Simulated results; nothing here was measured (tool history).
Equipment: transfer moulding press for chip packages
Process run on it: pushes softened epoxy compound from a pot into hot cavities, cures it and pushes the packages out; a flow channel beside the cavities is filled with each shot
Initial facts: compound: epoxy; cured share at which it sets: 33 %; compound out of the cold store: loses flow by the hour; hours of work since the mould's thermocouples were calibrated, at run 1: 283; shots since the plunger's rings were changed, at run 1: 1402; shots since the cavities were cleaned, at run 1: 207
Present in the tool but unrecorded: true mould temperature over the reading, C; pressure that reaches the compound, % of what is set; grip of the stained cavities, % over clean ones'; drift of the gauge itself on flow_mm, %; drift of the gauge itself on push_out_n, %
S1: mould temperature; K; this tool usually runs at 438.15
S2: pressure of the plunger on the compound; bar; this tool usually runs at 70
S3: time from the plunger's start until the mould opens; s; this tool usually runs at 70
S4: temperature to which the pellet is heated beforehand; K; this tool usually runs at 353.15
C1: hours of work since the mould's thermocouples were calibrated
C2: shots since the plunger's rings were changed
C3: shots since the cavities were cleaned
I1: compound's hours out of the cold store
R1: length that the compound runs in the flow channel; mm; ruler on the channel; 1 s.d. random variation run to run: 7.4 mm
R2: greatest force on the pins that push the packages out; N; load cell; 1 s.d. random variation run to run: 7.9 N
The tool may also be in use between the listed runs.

run	hour	S1	S2	S3	S4	C1	C2	C3	I1	R1	R2
1	0	438.15	70	70	353.15	283	1402	207	19.2	988	410
2	17	438.15	70	70	353.15	292	1622	427	42.2	896	434
3	42.2	438.15	70	70	353.15	305	1950	755	14.2	1006	491
# hour 52.1: mould's thermocouples calibrated
4	57.2	438.15	70	70	353.15	3	2120	925	17.5	988	498
5	70.4	438.15	70	70	353.15	9	2291	1096	44.6	871	497
# hour 80.3: cavities cleaned with cleaning compound and waxed
6	84.4	438.15	70	86	353.15	16	2454	54	10.4	1019	341
7	102	438.15	70	86	353.15	25	2683	283	8.4	1019	379
8	113.3	438.15	56.2	70	353.15	31	2830	430	35.9	799	445
9	124.1	438.15	70	67	353.15	36	2970	570	26.1	947	495
10	136.7	438.15	70	67	353.15	43	3134	734	40.3	873	506
11	148	444.15	70	62	358.15	48	3281	881	12.3	965	491
# hour 151.9: plunger's sealing rings changed
12	164.2	444.15	70	62	358.15	55	161	1060	44.2	864	483
# hour 176.4: cavities cleaned with cleaning compound and waxed
13	191.1	445.15	57.8	56	362.15	68	491	192	9.5	918	381
14	216.6	445.15	57.8	56	362.15	81	823	524	27.7	832	453
15	229.4	445.15	57.8	56	362.15	88	988	689	31.6	819	466
16	245.3	445.15	70.9	62	362.15	96	1196	897	36.1	899	455
17	256	433.15	84.6	73	346.15	101	1334	1035	18.3	1122	581
# hour 269.9: cavities cleaned with cleaning compound and waxed
18	275.5	433.15	84.6	73	346.15	111	1568	72	46.1	979	392
19	296	440.15	68.7	54	345.15	121	1836	340	46.7	852	528
20	321.7	434.15	68.7	54	345.15	134	2170	674	43	883	834

Hidden condition of the tool, last listed run before each entry between runs versus first listed run after:
Logged between run 3 and run 4: mould's thermocouples calibrated (hour 52.1)
  true mould temperature over the reading, C: 0.39 -> 0.25; pressure that reaches the compound, % of what is set: 94.11 -> 93.68; grip of the stained cavities, % over clean ones': 39.5 -> 43.6
  the result without the hidden state subtracted from the measured one, R1: -33 -> -34 mm; R2: +135 -> +149 N
Logged between run 5 and run 6: cavities cleaned with cleaning compound and waxed (hour 80.3)
  true mould temperature over the reading, C: 0.26 -> 0.27; pressure that reaches the compound, % of what is set: 93.24 -> 92.88; grip of the stained cavities, % over clean ones': 46.7 -> 6.7
  the result without the hidden state subtracted from the measured one, R1: -32 -> -40 mm; R2: +157 -> +21 N
Logged between run 11 and run 12: plunger's sealing rings changed (hour 151.9)
  true mould temperature over the reading, C: 0.33 -> 0.34; pressure that reaches the compound, % of what is set: 90.71 -> 99.07; grip of the stained cavities, % over clean ones': 43.6 -> 47
  the result without the hidden state subtracted from the measured one, R1: -50 -> -5 mm; R2: +148 -> +155 N
Logged between run 12 and run 13: cavities cleaned with cleaning compound and waxed (hour 176.4)
  true mould temperature over the reading, C: 0.34 -> 0.36; pressure that reaches the compound, % of what is set: 99.07 -> 98.22; grip of the stained cavities, % over clean ones': 47 -> 15.8
  the result without the hidden state subtracted from the measured one, R1: -5 -> -10 mm; R2: +155 -> +50 N
Logged between run 17 and run 18: cavities cleaned with cleaning compound and waxed (hour 269.9)
  true mould temperature over the reading, C: 0.42 -> 0.43; pressure that reaches the compound, % of what is set: 95.88 -> 95.24; grip of the stained cavities, % over clean ones': 46.5 -> 7.5
  the result without the hidden state subtracted from the measured one, R1: -27 -> -27 mm; R2: +176 -> +20 N
